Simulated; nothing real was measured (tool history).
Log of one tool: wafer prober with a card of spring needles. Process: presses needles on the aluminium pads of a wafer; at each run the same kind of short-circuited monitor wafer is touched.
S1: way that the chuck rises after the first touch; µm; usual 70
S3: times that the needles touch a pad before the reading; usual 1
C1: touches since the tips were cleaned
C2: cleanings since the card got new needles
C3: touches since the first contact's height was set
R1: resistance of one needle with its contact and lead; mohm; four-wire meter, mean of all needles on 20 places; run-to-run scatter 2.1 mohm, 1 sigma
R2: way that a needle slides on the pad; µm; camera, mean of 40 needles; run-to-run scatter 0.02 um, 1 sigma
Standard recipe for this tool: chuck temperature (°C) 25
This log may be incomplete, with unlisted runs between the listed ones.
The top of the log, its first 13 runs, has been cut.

{"hour": 161.3, "done": "tips cleaned on abrasive film"}
{"run": 14, "hour": 168.6, "S1": 70, "chuck temperature (°C)": 25, "S3": 1, "C1": 4252, "C2": 17, "C3": 142688, "R1": 228, "R2": 15.84}
{"hour": 174.3, "done": "tips cleaned on abrasive film"}
{"run": 15, "hour": 186.6, "S1": 70, "chuck temperature (°C)": 58, "S3": 1, "C1": 7184, "C2": 18, "C3": 153190, "R1": 235, "R2": 15.83}
{"hour": 188.3, "done": "tips cleaned on abrasive film"}
{"run": 16, "hour": 196.8, "S1": 70, "chuck temperature (°C)": 58, "S3": 1, "C1": 4988, "C2": 19, "C3": 159119, "R1": 235, "R2": 15.86}
{"hour": 201.7, "done": "tips cleaned on abrasive film"}
{"run": 17, "hour": 205.5, "S1": 51, "chuck temperature (°C)": 58, "S3": 2, "C1": 2197, "C2": 20, "C3": 164150, "R1": 238, "R2": 11.56}
{"hour": 215.8, "done": "tips cleaned on abrasive film"}
{"run": 18, "hour": 216.7, "S1": 54, "chuck temperature (°C)": 25, "S3": 2, "C1": 539, "C2": 21, "C3": 170682, "R1": 230, "R2": 12.21}
{"hour": 230.2, "done": "tips cleaned on abrasive film"}
{"run": 19, "hour": 232.6, "S1": 54, "chuck temperature (°C)": 25, "S3": 2, "C1": 1422, "C2": 22, "C3": 179958, "R1": 230, "R2": 12.21}
{"run": 20, "hour": 240.4, "S1": 51, "chuck temperature (°C)": 25, "S3": 1, "C1": 5991, "C2": 22, "C3": 184527, "R1": 230, "R2": 11.52}
{"hour": 243.8, "done": "tips cleaned on abrasive film"}
{"run": 21, "hour": 253.3, "S1": 51, "chuck temperature (°C)": 60, "S3": 1, "C1": 5525, "C2": 23, "C3": 191986, "R1": 235, "R2": 11.53}
{"hour": 257.7, "done": "tips cleaned on abrasive film"}
{"run": 22, "hour": 260.7, "S1": 51, "chuck temperature (°C)": 60, "S3": 1, "C1": 1754, "C2": 24, "C3": 196282, "R1": 240, "R2": 11.52}
{"run": 23, "hour": 268.0, "S1": 51, "chuck temperature (°C)": 60, "S3": 1, "C1": 6071, "C2": 24, "C3": 200599, "R1": 242, "R2": 11.53}
{"hour": 271.2, "done": "tips cleaned on abrasive film"}
{"hour": 274.5, "done": "height of the first contact set anew"}
{"hour": 284.5, "done": "tips cleaned on abrasive film"}
{"run": 24, "hour": 286.6, "S1": 56, "chuck temperature (°C)": 33, "S3": 1, "C1": 1245, "C2": 26, "C3": 7014, "R1": 232, "R2": 12.66}
{"hour": 298.1, "done": "tips cleaned on abrasive film"}
{"run": 25, "hour": 302.1, "S1": 64, "chuck temperature (°C)": 98, "S3": 1, "C1": 2350, "C2": 27, "C3": 16056, "R1": 243, "R2": 14.44}
{"hour": 312.1, "done": "tips cleaned on abrasive film"}
{"run": 26, "hour": 314.3, "S1": 64, "chuck temperature (°C)": 98, "S3": 1, "C1": 1258, "C2": 28, "C3": 23128, "R1": 245, "R2": 14.44}
{"run": 27, "hour": 324.0, "S1": 64, "chuck temperature (°C)": 67, "S3": 1, "C1": 6980, "C2": 28, "C3": 28850, "R1": 237, "R2": 14.46}
{"hour": 325.1, "done": "tips cleaned on abrasive film"}
{"hour": 338.3, "done": "tips cleaned on abrasive film"}
{"run": 28, "hour": 340.7, "S1": 57, "chuck temperature (°C)": 60, "S3": 2, "C1": 1402, "C2": 30, "C3": 38473, "R1": 233, "R2": 12.88}
{"hour": 351.9, "done": "tips cleaned on abrasive film"}
{"run": 29, "hour": 358.8, "S1": 51, "chuck temperature (°C)": 54, "S3": 2, "C1": 3996, "C2": 31, "C3": 49024, "R1": 236, "R2": 11.49}
{"hour": 361.6, "done": "gauge calibrated"}
{"hour": 366.1, "done": "tips cleaned on abrasive film"}
{"run": 30, "hour": 370.7, "S1": 65, "chuck temperature (°C)": 52, "S3": 1, "C1": 2710, "C2": 32, "C3": 55974, "R1": 230, "R2": 14.74}
{"hour": 379.5, "done": "tips cleaned on abrasive film"}
{"run": 31, "hour": 387.4, "S1": 63, "chuck temperature (°C)": 81, "S3": 1, "C1": 4634, "C2": 33, "C3": 65729, "R1": 245, "R2": 14.34}

What if the next run were any one of these 4? Each begins from the tool's condition after run 31:
{"hour": 392.9, "done": "tips cleaned on abrasive film"}
{"run": "A", "hour": 399.6, "S1": 67, "chuck temperature (°C)": 81, "S3": 1, "C1": 3915, "C2": 34, "C3": 72795, "R1": "?", "R2": "?"}
{"hour": 392.9, "done": "tips cleaned on abrasive film"}
{"run": "B", "hour": 399.6, "S1": 80, "chuck temperature (°C)": 94, "S3": 2, "C1": 3915, "C2": 34, "C3": 72795, "R1": "?", "R2": "?"}
{"hour": 392.9, "done": "tips cleaned on abrasive film"}
{"run": "C", "hour": 399.6, "S1": 86, "chuck temperature (°C)": 123, "S3": 2, "C1": 3915, "C2": 34, "C3": 72795, "R1": "?", "R2": "?"}
{"hour": 392.9, "done": "tips cleaned on abrasive film"}
{"run": "D", "hour": 399.6, "S1": 70, "chuck temperature (°C)": 37, "S3": 1, "C1": 3915, "C2": 34, "C3": 72795, "R1": "?", "R2": "?"}

run=A R1=241 R2=15.23
run=B R1=241 R2=18.20
run=C R1=248 R2=19.54
run=D R1=230 R2=15.91
Had the tool no hidden state, the same runs would have come out as:
run=A R1=240 R2=15.24
run=B R1=241 R2=18.21
run=C R1=248 R2=19.56
run=D R1=229 R2=15.92
